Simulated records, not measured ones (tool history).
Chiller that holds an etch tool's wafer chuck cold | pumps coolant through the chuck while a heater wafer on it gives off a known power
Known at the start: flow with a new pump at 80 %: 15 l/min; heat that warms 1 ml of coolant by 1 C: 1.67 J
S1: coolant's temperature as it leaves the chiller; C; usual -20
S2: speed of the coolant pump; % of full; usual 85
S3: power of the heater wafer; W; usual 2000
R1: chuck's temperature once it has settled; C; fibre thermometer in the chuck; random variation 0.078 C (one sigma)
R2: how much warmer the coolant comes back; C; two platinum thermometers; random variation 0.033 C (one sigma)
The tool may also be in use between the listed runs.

run 1 day=0.000 | S1=-20 S2=85 S3=2000 | R1=-8.19 R2=4.49
run 2 day=2.796 | S1=-20 S2=85 S3=2000 | R1=-7.98 R2=4.50
run 3 day=4.204 | S1=-20 S2=85 S3=2000 | R1=-8.02 R2=4.47
run 4 day=6.996 | S1=-20 S2=85 S3=2000 | R1=-8.15 R2=4.47
run 5 day=9.454 | S1=-20 S2=85 S3=2000 | R1=-8.33 R2=4.49
run 6 day=12.108 | S1=-20 S2=85 S3=2000 | R1=-8.11 R2=4.49
run 7 day=13.442 | S1=-22 S2=85 S3=2000 | R1=-9.91 R2=4.48
run 8 day=15.771 | S1=-16 S2=85 S3=2000 | R1=-4.15 R2=4.46
run 9 day=18.817 | S1=-16 S2=85 S3=2000 | R1=-4.08 R2=4.43
run 10 day=21.238 | S1=-16 S2=85 S3=2000 | R1=-4.09 R2=4.50
run 11 day=23.512 | S1=-20 S2=85 S3=1645 | R1=-10.21 R2=3.68
run 12 day=26.717 | S1=-20 S2=85 S3=2000 | R1=-8.16 R2=4.46
run 13 day=29.425 | S1=-20 S2=85 S3=2000 | R1=-8.14 R2=4.47
run 14 day=32.338 | S1=-20 S2=85 S3=2000 | R1=-8.22 R2=4.54
run 15 day=33.925 | S1=-20 S2=85 S3=2000 | R1=-8.19 R2=4.46
run 16 day=37.188 | S1=-20 S2=85 S3=2000 | R1=-8.17 R2=4.47
run 17 day=38.754 | S1=-20 S2=85 S3=2000 | R1=-8.05 R2=4.45
run 18 day=41.008 | S1=-20 S2=71 S3=2000 | R1=-6.55 R2=5.42
-- day=41.750 chiller's thermometer calibrated
run 19 day=44.283 | S1=-20 S2=71 S3=1040 | R1=-12.97 R2=2.88
run 20 day=46.883 | S1=-20 S2=71 S3=1040 | R1=-12.99 R2=2.82
run 21 day=48.821 | S1=-20 S2=71 S3=1040 | R1=-13.09 R2=2.79
run 22 day=50.792 | S1=-23 S2=61 S3=1293 | R1=-13.30 R2=4.14
run 23 day=52.733 | S1=-18 S2=64 S3=2000 | R1=-3.61 R2=6.12
run 24 day=54.467 | S1=-18 S2=64 S3=2000 | R1=-3.58 R2=6.03
run 25 day=57.238 | S1=-17 S2=64 S3=2130 | R1=-1.66 R2=6.41
run 26 day=59.000 | S1=-19 S2=76 S3=1121 | R1=-11.71 R2=2.82
run 27 day=61.292 | S1=-19 S2=76 S3=1121 | R1=-11.82 R2=2.83
run 28 day=63.050 | S1=-19 S2=76 S3=1121 | R1=-11.72 R2=2.81
run 29 day=65.017 | S1=-14 S2=98 S3=1901 | R1=-3.81 R2=3.63
run 30 day=67.550 | S1=-20 S2=69 S3=1549 | R1=-9.33 R2=4.31
run 31 day=69.758 | S1=-20 S2=69 S3=1549 | R1=-9.48 R2=4.35
run 32 day=72.638 | S1=-20 S2=69 S3=1549 | R1=-9.50 R2=4.32

Forecast each of these 4 alternatives for the next run:
run A day=75.504 | S1=-20 S2=85 S3=2119 | R1=? R2=?
run B day=75.504 | S1=-17 S2=97 S3=1549 | R1=? R2=?
run C day=75.504 | S1=-12 S2=98 S3=1954 | R1=? R2=?
run D day=75.504 | S1=-15 S2=69 S3=2114 | R1=? R2=?

run=A R1=-7.37 R2=4.75
run=B R1=-8.52 R2=3.07
run=C R1=-1.39 R2=3.79
run=D R1=-0.50 R2=5.88
Without the tool's hidden state the same runs would have given:
run=A R1=-7.39 R2=4.74
run=B R1=-8.54 R2=3.06
run=C R1=-1.40 R2=3.78
run=D R1=-0.52 R2=5.87
